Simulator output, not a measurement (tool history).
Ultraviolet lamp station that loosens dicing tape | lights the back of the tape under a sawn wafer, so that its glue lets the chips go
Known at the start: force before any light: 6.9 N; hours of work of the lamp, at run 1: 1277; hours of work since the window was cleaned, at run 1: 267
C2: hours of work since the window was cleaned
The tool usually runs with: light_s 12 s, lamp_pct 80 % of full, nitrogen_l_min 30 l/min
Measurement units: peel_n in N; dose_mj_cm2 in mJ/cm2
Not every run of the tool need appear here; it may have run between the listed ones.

run 1 day=0.000 | light_s=12 lamp_pct=80 nitrogen_l_min=30 | hours_of_work_of_the_lamp=1277 C2=267 | peel_n=0.741 dose_mj_cm2=152
run 2 day=1.271 | light_s=12 lamp_pct=80 nitrogen_l_min=30 | hours_of_work_of_the_lamp=1297 C2=288 | peel_n=0.769 dose_mj_cm2=153
run 3 day=3.408 | light_s=12 lamp_pct=80 nitrogen_l_min=30 | hours_of_work_of_the_lamp=1332 C2=322 | peel_n=0.787 dose_mj_cm2=148
run 4 day=4.812 | light_s=12 lamp_pct=80 nitrogen_l_min=23 | hours_of_work_of_the_lamp=1354 C2=345 | peel_n=0.956 dose_mj_cm2=147
run 5 day=6.783 | light_s=7 lamp_pct=80 nitrogen_l_min=30 | hours_of_work_of_the_lamp=1386 C2=377 | peel_n=1.872 dose_mj_cm2=83
run 6 day=8.692 | light_s=7 lamp_pct=80 nitrogen_l_min=30 | hours_of_work_of_the_lamp=1417 C2=408 | peel_n=1.831 dose_mj_cm2=82
-- day=9.542 window cleaned of glue's vapour
run 7 day=9.658 | light_s=7 lamp_pct=80 nitrogen_l_min=30 | hours_of_work_of_the_lamp=1432 C2=2 | peel_n=2.003 dose_mj_cm2=78
run 8 day=11.521 | light_s=7 lamp_pct=80 nitrogen_l_min=30 | hours_of_work_of_the_lamp=1463 C2=32 | peel_n=2.107 dose_mj_cm2=77
run 9 day=12.600 | light_s=7 lamp_pct=80 nitrogen_l_min=30 | hours_of_work_of_the_lamp=1480 C2=49 | peel_n=2.009 dose_mj_cm2=77
run 10 day=14.312 | light_s=12 lamp_pct=80 nitrogen_l_min=30 | hours_of_work_of_the_lamp=1508 C2=77 | peel_n=0.966 dose_mj_cm2=130
run 11 day=16.100 | light_s=12 lamp_pct=80 nitrogen_l_min=19 | hours_of_work_of_the_lamp=1536 C2=106 | peel_n=1.355 dose_mj_cm2=131
-- day=17.058 lamp changed
run 12 day=17.088 | light_s=12 lamp_pct=80 nitrogen_l_min=19 | hours_of_work_of_the_lamp=0 C2=121 | peel_n=0.759 dose_mj_cm2=182
run 13 day=18.417 | light_s=12 lamp_pct=80 nitrogen_l_min=19 | hours_of_work_of_the_lamp=22 C2=143 | peel_n=0.759 dose_mj_cm2=176
run 14 day=19.500 | light_s=12 lamp_pct=80 nitrogen_l_min=19 | hours_of_work_of_the_lamp=39 C2=160 | peel_n=0.745 dose_mj_cm2=180
-- day=20.333 window cleaned of glue's vapour, once more
run 15 day=20.908 | light_s=12 lamp_pct=80 nitrogen_l_min=19 | hours_of_work_of_the_lamp=62 C2=9 | peel_n=0.586 dose_mj_cm2=207
run 16 day=23.054 | light_s=12 lamp_pct=80 nitrogen_l_min=30 | hours_of_work_of_the_lamp=97 C2=44 | peel_n=0.435 dose_mj_cm2=206
run 17 day=25.012 | light_s=12 lamp_pct=80 nitrogen_l_min=30 | hours_of_work_of_the_lamp=128 C2=76 | peel_n=0.426 dose_mj_cm2=208
run 18 day=26.908 | light_s=12 lamp_pct=80 nitrogen_l_min=30 | hours_of_work_of_the_lamp=159 C2=106 | peel_n=0.443 dose_mj_cm2=199
run 19 day=28.379 | light_s=12 lamp_pct=80 nitrogen_l_min=30 | hours_of_work_of_the_lamp=183 C2=130 | peel_n=0.456 dose_mj_cm2=198
run 20 day=30.325 | light_s=7 lamp_pct=80 nitrogen_l_min=30 | hours_of_work_of_the_lamp=214 C2=161 | peel_n=1.157 dose_mj_cm2=116
run 21 day=32.454 | light_s=12 lamp_pct=80 nitrogen_l_min=30 | hours_of_work_of_the_lamp=248 C2=196 | peel_n=0.481 dose_mj_cm2=196
run 22 day=34.483 | light_s=12 lamp_pct=80 nitrogen_l_min=30 | hours_of_work_of_the_lamp=281 C2=229 | peel_n=0.487 dose_mj_cm2=194
run 23 day=35.754 | light_s=17 lamp_pct=67 nitrogen_l_min=30 | hours_of_work_of_the_lamp=302 C2=249 | peel_n=0.377 dose_mj_cm2=228
run 24 day=36.979 | light_s=17 lamp_pct=67 nitrogen_l_min=30 | hours_of_work_of_the_lamp=321 C2=269 | peel_n=0.362 dose_mj_cm2=227
run 25 day=39.008 | light_s=17 lamp_pct=67 nitrogen_l_min=30 | hours_of_work_of_the_lamp=354 C2=302 | peel_n=0.383 dose_mj_cm2=223
run 26 day=40.062 | light_s=13 lamp_pct=90 nitrogen_l_min=11 | hours_of_work_of_the_lamp=371 C2=319 | peel_n=0.794 dose_mj_cm2=225
run 27 day=41.233 | light_s=17 lamp_pct=84 nitrogen_l_min=30 | hours_of_work_of_the_lamp=390 C2=338 | peel_n=0.291 dose_mj_cm2=275
run 28 day=42.888 | light_s=23 lamp_pct=70 nitrogen_l_min=31 | hours_of_work_of_the_lamp=417 C2=364 | peel_n=0.253 dose_mj_cm2=305
run 29 day=44.929 | light_s=23 lamp_pct=96 nitrogen_l_min=13 | hours_of_work_of_the_lamp=450 C2=397 | peel_n=0.286 dose_mj_cm2=408
run 30 day=45.862 | light_s=23 lamp_pct=61 nitrogen_l_min=10 | hours_of_work_of_the_lamp=465 C2=412 | peel_n=0.649 dose_mj_cm2=261
-- day=46.408 window cleaned of glue's vapour
run 31 day=46.946 | light_s=23 lamp_pct=86 nitrogen_l_min=30 | hours_of_work_of_the_lamp=482 C2=9 | peel_n=0.241 dose_mj_cm2=401
run 32 day=47.854 | light_s=10 lamp_pct=61 nitrogen_l_min=13 | hours_of_work_of_the_lamp=497 C2=23 | peel_n=1.798 dose_mj_cm2=124
run 33 day=49.246 | light_s=16 lamp_pct=78 nitrogen_l_min=47 | hours_of_work_of_the_lamp=519 C2=46 | peel_n=0.280 dose_mj_cm2=247
run 34 day=50.121 | light_s=16 lamp_pct=78 nitrogen_l_min=47 | hours_of_work_of_the_lamp=533 C2=60 | peel_n=0.264 dose_mj_cm2=247
run 35 day=51.696 | light_s=11 lamp_pct=66 nitrogen_l_min=30 | hours_of_work_of_the_lamp=559 C2=85 | peel_n=0.836 dose_mj_cm2=138
run 36 day=53.754 | light_s=8 lamp_pct=66 nitrogen_l_min=31 | hours_of_work_of_the_lamp=592 C2=119 | peel_n=1.398 dose_mj_cm2=103
run 37 day=54.746 | light_s=16 lamp_pct=79 nitrogen_l_min=44 | hours_of_work_of_the_lamp=608 C2=135 | peel_n=0.287 dose_mj_cm2=240
run 38 day=55.671 | light_s=7 lamp_pct=81 nitrogen_l_min=10 | hours_of_work_of_the_lamp=623 C2=150 | peel_n=2.356 dose_mj_cm2=109
run 39 day=57.808 | light_s=22 lamp_pct=80 nitrogen_l_min=30 | hours_of_work_of_the_lamp=657 C2=184 | peel_n=0.260 dose_mj_cm2=329
run 40 day=59.167 | light_s=12 lamp_pct=73 nitrogen_l_min=11 | hours_of_work_of_the_lamp=679 C2=206 | peel_n=1.319 dose_mj_cm2=164
run 41 day=61.029 | light_s=12 lamp_pct=73 nitrogen_l_min=11 | hours_of_work_of_the_lamp=709 C2=236 | peel_n=1.380 dose_mj_cm2=162
run 42 day=62.646 | light_s=12 lamp_pct=73 nitrogen_l_min=11 | hours_of_work_of_the_lamp=736 C2=262 | peel_n=1.350 dose_mj_cm2=157
run 43 day=64.625 | light_s=12 lamp_pct=68 nitrogen_l_min=11 | hours_of_work_of_the_lamp=768 C2=294 | peel_n=1.544 dose_mj_cm2=144

4 ways to go on from here, each from the tool as it stands after run 43. What would each give?
run A day=66.096 | light_s=6 lamp_pct=82 nitrogen_l_min=52 | hours_of_work_of_the_lamp=791 C2=318 | peel_n=? dose_mj_cm2=?
run B day=66.096 | light_s=12 lamp_pct=87 nitrogen_l_min=11 | hours_of_work_of_the_lamp=791 C2=318 | peel_n=? dose_mj_cm2=?
run C day=66.096 | light_s=12 lamp_pct=71 nitrogen_l_min=53 | hours_of_work_of_the_lamp=791 C2=318 | peel_n=? dose_mj_cm2=?
run D day=66.096 | light_s=22 lamp_pct=68 nitrogen_l_min=11 | hours_of_work_of_the_lamp=791 C2=318 | peel_n=? dose_mj_cm2=?

run=A peel_n=1.266 dose_mj_cm2=89
run=B peel_n=1.107 dose_mj_cm2=186
run=C peel_n=0.513 dose_mj_cm2=153
run=D peel_n=0.591 dose_mj_cm2=268
Without the tool's hidden state the same runs would have given:
run=A peel_n=0.879 dose_mj_cm2=111
run=B peel_n=0.754 dose_mj_cm2=234
run=C peel_n=0.361 dose_mj_cm2=191
run=D peel_n=0.407 dose_mj_cm2=336
